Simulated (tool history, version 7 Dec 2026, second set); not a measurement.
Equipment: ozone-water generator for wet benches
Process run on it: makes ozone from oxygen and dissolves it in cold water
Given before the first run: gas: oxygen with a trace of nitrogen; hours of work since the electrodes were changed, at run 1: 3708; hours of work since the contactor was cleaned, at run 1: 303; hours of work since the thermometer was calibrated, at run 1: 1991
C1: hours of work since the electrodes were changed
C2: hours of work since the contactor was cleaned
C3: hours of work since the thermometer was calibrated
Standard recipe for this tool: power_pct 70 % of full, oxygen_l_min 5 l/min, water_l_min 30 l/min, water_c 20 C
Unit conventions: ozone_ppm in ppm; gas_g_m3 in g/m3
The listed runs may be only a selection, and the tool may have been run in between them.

run 1 hour=0 | power_pct=70 oxygen_l_min=5 water_l_min=30 water_c=20 | C1=3708 C2=303 C3=1991 | ozone_ppm=18.7 gas_g_m3=256
run 2 hour=83.1 | power_pct=70 oxygen_l_min=5 water_l_min=30 water_c=20 | C1=3771 C2=366 C3=2054 | ozone_ppm=18.4 gas_g_m3=252.7
run 3 hour=156.4 | power_pct=70 oxygen_l_min=5 water_l_min=30 water_c=20 | C1=3827 C2=422 C3=2110 | ozone_ppm=18.5 gas_g_m3=258.3
run 4 hour=214.6 | power_pct=70 oxygen_l_min=5 water_l_min=30 water_c=20 | C1=3871 C2=466 C3=2154 | ozone_ppm=18.5 gas_g_m3=257.9
run 5 hour=291.2 | power_pct=70 oxygen_l_min=8.31 water_l_min=30 water_c=20 | C1=3929 C2=524 C3=2212 | ozone_ppm=20.8 gas_g_m3=215.5
run 6 hour=357.4 | power_pct=70 oxygen_l_min=8.31 water_l_min=30 water_c=20 | C1=3979 C2=574 C3=2262 | ozone_ppm=21.2 gas_g_m3=216
run 7 hour=467.9 | power_pct=70 oxygen_l_min=8.31 water_l_min=30 water_c=20 | C1=4063 C2=658 C3=2346 | ozone_ppm=21.3 gas_g_m3=216
run 8 hour=518.7 | power_pct=70 oxygen_l_min=7.21 water_l_min=30 water_c=20 | C1=4102 C2=697 C3=2385 | ozone_ppm=20.5 gas_g_m3=229.7
run 9 hour=598.8 | power_pct=70 oxygen_l_min=7.21 water_l_min=30 water_c=20 | C1=4162 C2=757 C3=2445 | ozone_ppm=20.3 gas_g_m3=229.7
run 10 hour=663.6 | power_pct=70 oxygen_l_min=7.21 water_l_min=30 water_c=20 | C1=4212 C2=807 C3=2494 | ozone_ppm=20.1 gas_g_m3=228.3
run 11 hour=788.1 | power_pct=70 oxygen_l_min=3.17 water_l_min=42 water_c=20 | C1=4306 C2=901 C3=2589 | ozone_ppm=10.8 gas_g_m3=301.3
run 12 hour=854 | power_pct=70 oxygen_l_min=5.87 water_l_min=42 water_c=19 | C1=4356 C2=951 C3=2639 | ozone_ppm=14.2 gas_g_m3=245.4
run 13 hour=962.3 | power_pct=64 oxygen_l_min=6.32 water_l_min=19 water_c=21 | C1=4438 C2=1033 C3=2721 | ozone_ppm=25.9 gas_g_m3=220.1
run 14 hour=1055.7 | power_pct=70 oxygen_l_min=8.4 water_l_min=20 water_c=26 | C1=4509 C2=1104 C3=2792 | ozone_ppm=25.6 gas_g_m3=217.5
run 15 hour=1178.9 | power_pct=52 oxygen_l_min=5 water_l_min=30 water_c=20 | C1=4602 C2=1197 C3=2885 | ozone_ppm=14 gas_g_m3=198.7
-- hour=1242.4 gauge calibrated
run 16 hour=1242.4 | power_pct=91 oxygen_l_min=5.97 water_l_min=36 water_c=20 | C1=4651 C2=1246 C3=2933 | ozone_ppm=20.9 gas_g_m3=307.9
run 17 hour=1326.9 | power_pct=91 oxygen_l_min=5.97 water_l_min=36 water_c=20 | C1=4715 C2=1310 C3=2998 | ozone_ppm=20.9 gas_g_m3=307.5
run 18 hour=1420.9 | power_pct=91 oxygen_l_min=5.97 water_l_min=36 water_c=20 | C1=4786 C2=1381 C3=3069 | ozone_ppm=21 gas_g_m3=308.3
run 19 hour=1475.1 | power_pct=91 oxygen_l_min=6.16 water_l_min=36 water_c=20 | C1=4827 C2=1422 C3=3110 | ozone_ppm=21.5 gas_g_m3=304.9
run 20 hour=1559.7 | power_pct=91 oxygen_l_min=6.16 water_l_min=36 water_c=20 | C1=4891 C2=1486 C3=3174 | ozone_ppm=21.3 gas_g_m3=308.3

Consider 3 possible next runs. They are alternatives, not a sequence: every one starts from the tool as it was left by run 20. What does each give?
run A hour=1629 | power_pct=91 oxygen_l_min=6.16 water_l_min=36 water_c=25 | C1=4944 C2=1539 C3=3227 | ozone_ppm=? gas_g_m3=?
run B hour=1629 | power_pct=91 oxygen_l_min=3.58 water_l_min=28 water_c=20 | C1=4944 C2=1539 C3=3227 | ozone_ppm=? gas_g_m3=?
run C hour=1629 | power_pct=91 oxygen_l_min=6.16 water_l_min=20 water_c=18 | C1=4944 C2=1539 C3=3227 | ozone_ppm=? gas_g_m3=?

run=A ozone_ppm=20.2 gas_g_m3=308.8
run=B ozone_ppm=22.9 gas_g_m3=367.6
run=C ozone_ppm=36.8 gas_g_m3=304.4
The same runs, with their run-to-run variation unchanged, on a tool lacking any hidden condition would have given:
run=A ozone_ppm=20.3 gas_g_m3=307.1
run=B ozone_ppm=22.9 gas_g_m3=365.6
run=C ozone_ppm=36.9 gas_g_m3=302.8
